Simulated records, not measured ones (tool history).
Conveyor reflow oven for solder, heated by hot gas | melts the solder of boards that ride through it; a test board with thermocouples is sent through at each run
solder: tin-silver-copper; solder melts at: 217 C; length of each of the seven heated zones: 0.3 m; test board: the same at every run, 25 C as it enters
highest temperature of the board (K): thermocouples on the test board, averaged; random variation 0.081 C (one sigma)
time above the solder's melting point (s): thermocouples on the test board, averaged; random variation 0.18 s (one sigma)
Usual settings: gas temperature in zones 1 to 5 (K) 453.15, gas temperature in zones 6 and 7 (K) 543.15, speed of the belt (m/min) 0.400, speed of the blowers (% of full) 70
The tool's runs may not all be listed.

run	hour	gas temperature in zones 1 to 5 (K)	gas temperature in zones 6 and 7 (K)	speed of the belt (m/min)	speed of the blowers (% of full)	highest temperature of the board (K)	time above the solder's melting point (s)
1	0.0	453.15	543.15	0.400	70	525.29	69.3
2	8.2	453.15	543.15	0.400	70	525.08	69.2
3	16.8	453.15	543.15	0.400	70	525.20	69.5
4	22.2	453.15	531.15	0.400	70	514.84	59.4
5	30.9	453.15	543.15	0.400	70	525.06	69.3
6	39.8	453.15	543.15	0.400	70	525.17	69.3
7	43.8	453.15	543.15	0.400	70	525.03	69.4
8	50.2	453.15	543.15	0.400	70	525.05	69.3
9	58.9	453.15	543.15	0.400	70	525.08	69.2
10	65.7	453.15	543.15	0.400	70	525.04	69.1
11	71.4	453.15	543.15	0.400	70	524.95	69.3
12	79.9	453.15	543.15	0.400	70	525.04	69.6
13	85.2	453.15	543.15	0.400	70	524.93	69.3
14	92.9	453.15	543.15	0.400	70	524.93	68.8
# hour 106.6: flux residue cleaned out of gas plates and filters
15	106.7	454.15	543.15	0.400	70	526.47	71.4
16	114.5	454.15	543.15	0.400	70	526.39	71.4
17	119.7	459.15	549.15	0.424	60	527.55	69.4
18	127.9	459.15	549.15	0.424	60	527.63	69.1
19	134.7	459.15	549.15	0.424	80	532.91	74.2
20	139.9	464.15	543.15	0.426	70	526.39	71.2
21	148.6	445.15	543.15	0.326	59	528.48	86.0
22	153.8	453.15	545.15	0.400	89	532.02	76.3
23	159.0	453.15	542.15	0.400	70	525.30	69.8
24	164.5	449.15	557.15	0.381	74	540.43	83.2
25	171.2	453.15	546.15	0.400	65	527.41	71.1
26	176.8	444.15	534.15	0.393	65	515.91	57.4
27	184.7	453.15	543.15	0.400	61	523.59	67.7
28	190.0	453.15	543.15	0.400	61	523.71	67.5
29	196.2	453.15	543.15	0.400	61	523.49	67.5
30	205.6	453.15	551.15	0.345	70	537.59	92.6
31	211.3	453.15	551.15	0.345	56	534.09	89.4

4 ways to go on from here, each from the tool as it stands after run 31. What would each give?
A	220.4	461.15	543.15	0.400	70	?	?
B	220.4	445.15	552.15	0.400	70	?	?
C	220.4	453.15	551.15	0.375	56	?	?
D	220.4	453.15	555.15	0.456	56	?	?

run	highest temperature of the board (K)	time above the solder's melting point (s)
A	527.67	76.3
B	532.36	72.1
C	531.24	79.5
D	525.94	59.2
Without the tool's hidden state the same runs would have given:
run	highest temperature of the board (K)	time above the solder's melting point (s)
A	527.52	75.3
B	532.21	71.1
C	531.00	78.4
D	525.68	58.3
